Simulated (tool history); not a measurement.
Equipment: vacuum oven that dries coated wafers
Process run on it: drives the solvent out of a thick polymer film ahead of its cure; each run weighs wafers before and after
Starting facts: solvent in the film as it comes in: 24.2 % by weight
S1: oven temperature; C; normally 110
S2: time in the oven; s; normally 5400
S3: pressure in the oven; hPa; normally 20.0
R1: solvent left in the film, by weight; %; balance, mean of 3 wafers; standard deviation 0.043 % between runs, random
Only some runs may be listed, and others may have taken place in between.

run     day   S1    S2    S3     R1
  1   0.000  110  5400  20.0   4.61
  2   0.629  110  5400  20.0   4.74
  3   0.921  110  5400  20.0   4.63
  4   1.562  110  5340  20.0   4.73
  5   1.871  110  5340  20.0   4.76
  6   2.383  110  5400  20.0   4.65
  7   2.796  110  5400  20.0   4.60
  8   3.096  110  5400  20.0   4.60
  9   3.571  106  5400  20.0   6.09
 10   3.854  110  5400  20.0   4.66
 11   4.492  110  7800  20.0   3.11
 12   5.079  106  7800  20.0   4.10
 13   5.725  110  5400  45.6   6.72
 14   6.138  110  5400  45.6   6.75
 15   6.558  110  5400  45.6   6.64
 16   6.838  110  5400  45.6   6.80
 17   7.325  110  5400  20.0   4.67
 18   7.867  110  5400  20.0   4.77
 19   8.196  112  6600  10.7   2.52
 20   8.842  108  3420  61.1  11.14
 21   9.383  125  3120  10.8   2.85
 22   9.904  125  3120  10.8   2.85
 23  10.262  121  7680  11.0   0.97
 24  10.571  121  7680  11.0   0.98
 25  10.888  112  5400  20.0   4.16
 26  11.458  113  5640  20.0   3.73
 27  12.088  107  6180  27.2   5.73
 28  12.629  110  9120  20.0   2.71

Run 29 comes next. What will it give?
 29  13.033  102  6240  15.6   ?

R1: 6.38 %
Had the tool carried no hidden state, the very same run would have given R1 5.75 %.

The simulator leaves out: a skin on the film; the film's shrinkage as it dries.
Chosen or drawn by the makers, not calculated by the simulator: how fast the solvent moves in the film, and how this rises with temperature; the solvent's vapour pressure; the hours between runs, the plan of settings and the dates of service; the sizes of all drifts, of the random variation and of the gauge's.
